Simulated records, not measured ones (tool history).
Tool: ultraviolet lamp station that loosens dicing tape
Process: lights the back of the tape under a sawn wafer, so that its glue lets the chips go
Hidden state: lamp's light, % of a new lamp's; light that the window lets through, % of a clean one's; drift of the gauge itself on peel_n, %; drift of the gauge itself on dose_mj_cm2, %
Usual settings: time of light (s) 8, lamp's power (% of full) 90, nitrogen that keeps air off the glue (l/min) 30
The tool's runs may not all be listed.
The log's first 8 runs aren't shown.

run,hour,time of light (s),lamp's power (% of full),nitrogen that keeps air off the glue (l/min),hours of work of the lamp,hours of work since the window was cleaned,force that peels the tape off (N),light that reached the tape (mJ/cm²)
9,250.5,10,90,30,143,489,0.204,424
10,283.9,10,90,30,162,508,0.206,420
11,317.1,10,90,30,181,527,0.235,408
12,350.2,4,90,30,200,546,1.625,163
13,380.0,8,90,30,217,563,0.380,324
14,409.2,8,90,17,234,579,0.599,320
15,436.1,8,90,17,249,595,0.634,314
16,464.2,8,90,17,265,611,0.649,308
17,501.4,8,90,17,286,632,0.634,306
18,518.9,8,90,17,296,642,0.677,304
19,555.5,8,90,17,317,663,0.708,297
# hour 588.9: window cleaned of glue's vapour
20,594.6,8,90,30,339,3,0.585,263
21,630.0,8,90,30,360,23,0.625,262
22,649.6,6,90,9,371,35,2.385,195
23,687.9,6,90,9,393,57,2.495,190
# hour 721.5: window cleaned of glue's vapour, once more
24,721.8,14,74,29,412,0,0.183,484
25,742.4,12,88,20,424,12,0.201,490
26,766.8,12,88,44,437,26,0.161,479
27,794.9,12,86,44,453,42,0.147,462

Forecast run 28:
28,824.4,12,86,44,470,59,?,?

{"run 28": {"force that peels the tape off (N)": 0.166, "light that reached the tape (mJ/cm²)": 465}}
Without the tool's hidden state the same run would have given force that peels the tape off (N) 0.146, light that reached the tape (mJ/cm²) 588.

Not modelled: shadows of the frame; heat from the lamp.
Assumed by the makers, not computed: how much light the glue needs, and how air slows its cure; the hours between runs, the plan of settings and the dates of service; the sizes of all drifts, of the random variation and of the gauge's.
